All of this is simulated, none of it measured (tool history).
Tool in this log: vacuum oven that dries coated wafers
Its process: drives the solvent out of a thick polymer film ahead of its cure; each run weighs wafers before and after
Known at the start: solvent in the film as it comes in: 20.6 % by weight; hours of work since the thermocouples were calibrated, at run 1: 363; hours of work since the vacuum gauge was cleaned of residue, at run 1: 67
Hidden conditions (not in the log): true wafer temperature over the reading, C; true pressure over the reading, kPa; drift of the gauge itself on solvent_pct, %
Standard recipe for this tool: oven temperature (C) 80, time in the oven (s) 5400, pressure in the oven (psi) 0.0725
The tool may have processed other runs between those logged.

| run | hour | oven temperature (C) | time in the oven (s) | pressure in the oven (psi) | hours of work since the thermocouples were calibrated | hours of work since the vacuum gauge was cleaned of residue | solvent left in the film (%) |
|---|---|---|---|---|---|---|---|
| 1 | 0.0 | 80 | 5400 | 0.0725 | 363 | 67 | 2.84 |
| 2 | 17.4 | 80 | 5400 | 0.0725 | 376 | 80 | 2.96 |
| 3 | 33.4 | 80 | 2760 | 0.0725 | 388 | 93 | 6.79 |
| 4 | 52.3 | 80 | 2760 | 0.0725 | 403 | 107 | 6.80 |
| 5 | 70.1 | 80 | 2760 | 0.0725 | 417 | 121 | 6.64 |
| 6 | 94.0 | 76 | 5400 | 0.0725 | 435 | 139 | 4.60 |
| 7 | 110.0 | 76 | 5400 | 0.0725 | 447 | 151 | 4.51 |
| 8 | 126.3 | 76 | 6360 | 0.0725 | 460 | 164 | 3.63 |
| 9 | 152.9 | 71 | 6360 | 0.0725 | 480 | 185 | 5.96 |
| 10 | 178.6 | 71 | 6360 | 0.0725 | 500 | 204 | 5.96 |
| 11 | 205.1 | 71 | 6360 | 0.0725 | 520 | 225 | 6.00 |
| 12 | 228.1 | 71 | 6360 | 0.0725 | 538 | 242 | 5.99 |
| 13 | 245.4 | 71 | 6360 | 0.0725 | 551 | 256 | 5.97 |
| 14 | 262.3 | 72 | 3540 | 0.2112 | 564 | 269 | 9.36 |
| 15 | 276.4 | 65 | 3540 | 0.2455 | 575 | 280 | 12.01 |
| 16 | 289.9 | 94 | 5940 | 0.1234 | 586 | 290 | 0.19 |
|  | 292.8 | vacuum gauge cleaned of residue and calibrated |
| 17 | 319.8 | 79 | 5580 | 0.2792 | 608 | 21 | 3.57 |
| 18 | 335.2 | 79 | 5580 | 0.2792 | 619 | 33 | 3.63 |
|  | 350.2 | vacuum gauge cleaned of residue and calibrated, once more |
| 19 | 351.0 | 80 | 5580 | 0.1443 | 630 | 1 | 3.12 |
| 20 | 369.6 | 78 | 7260 | 0.1320 | 645 | 15 | 2.45 |
| 21 | 385.9 | 80 | 5400 | 0.1239 | 657 | 27 | 3.19 |
| 22 | 413.0 | 66 | 7920 | 0.0387 | 678 | 48 | 7.12 |
| 23 | 425.2 | 80 | 5400 | 0.0689 | 688 | 58 | 3.01 |
| 24 | 451.0 | 80 | 4740 | 0.0725 | 707 | 78 | 3.68 |

4 options for the next run, each taken on its own from the tool as it stands now. Forecast them:
| A | 471.7 | 77 | 9300 | 0.0725 | 723 | 94 | ? |
| B | 471.7 | 65 | 8340 | 0.0725 | 723 | 94 | ? |
| C | 471.7 | 80 | 6900 | 0.0725 | 723 | 94 | ? |
| D | 471.7 | 76 | 5580 | 0.0767 | 723 | 94 | ? |

| run | solvent left in the film (%) |
|---|---|
| A | 1.76 |
| B | 7.38 |
| C | 1.97 |
| D | 4.64 |
Stripped of hidden state, with their random variation kept, the same runs would have yielded:
| run | solvent left in the film (%) |
|---|---|
| A | 1.59 |
| B | 7.08 |
| C | 1.79 |
| D | 4.37 |

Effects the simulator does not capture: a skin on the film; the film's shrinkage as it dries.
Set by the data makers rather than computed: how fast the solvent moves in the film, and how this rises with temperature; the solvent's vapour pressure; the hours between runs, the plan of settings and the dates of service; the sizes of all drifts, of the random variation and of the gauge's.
